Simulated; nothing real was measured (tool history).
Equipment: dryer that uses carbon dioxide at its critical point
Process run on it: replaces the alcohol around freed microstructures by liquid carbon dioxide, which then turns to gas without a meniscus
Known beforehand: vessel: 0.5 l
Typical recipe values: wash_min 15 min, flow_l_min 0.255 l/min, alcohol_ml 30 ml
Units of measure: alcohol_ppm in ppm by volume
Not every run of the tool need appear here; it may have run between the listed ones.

run	hour	wash_min	flow_l_min	alcohol_ml	alcohol_ppm
1	0	15	0.255	30	96
2	11.4	15	0.255	30	104
3	25.7	15	0.255	30	113
4	41.5	15	0.255	30	99
5	50.5	15	0.255	30	114
6	62	15	0.255	30	111
7	76.3	20	0.255	30	63
8	85.5	20	0.255	30	55
9	96.4	20	0.255	30	51
10	108	20	0.255	30	61
11	119.6	20	0.255	30	55
12	138.5	15	0.255	30	119
13	150.5	15	0.255	56	188
14	163.6	15	0.255	118	316
15	176.1	15	0.19	30	433
16	188.3	15	0.255	41	166
17	203.4	15	0.255	41	167
18	212.9	15	0.255	30	135
19	230.7	21	0.198	21	100
20	241.7	21	0.193	24	108
21	251.4	14	0.221	68	670
22	265.8	20	0.255	30	85
23	276.3	13	0.222	115	1507
24	284.8	11	0.196	26	1272
25	304.6	16	0.385	55	86
26	324.2	15	0.262	76	255
27	335.4	15	0.262	74	240
28	352.2	11	0.255	30	558
29	360.6	11	0.255	30	576
30	377.3	15	0.303	30	120
31	392.2	15	0.303	30	111
32	409.9	9	0.373	44	380
33	420.3	9	0.373	44	392
34	440.5	16	0.227	31	227
35	456	16	0.227	119	591

Branching from run 35: 3 alternative next runs. What would each branch give?
A	475.5	17	0.313	72	?
B	475.5	13	0.322	50	?
C	475.5	14	0.334	32	?

run	alcohol_ppm
A	120
B	181
C	127
Take away the tool's hidden state, keep each run's random variation, and the runs would have read:
run	alcohol_ppm
A	11
B	40
C	15
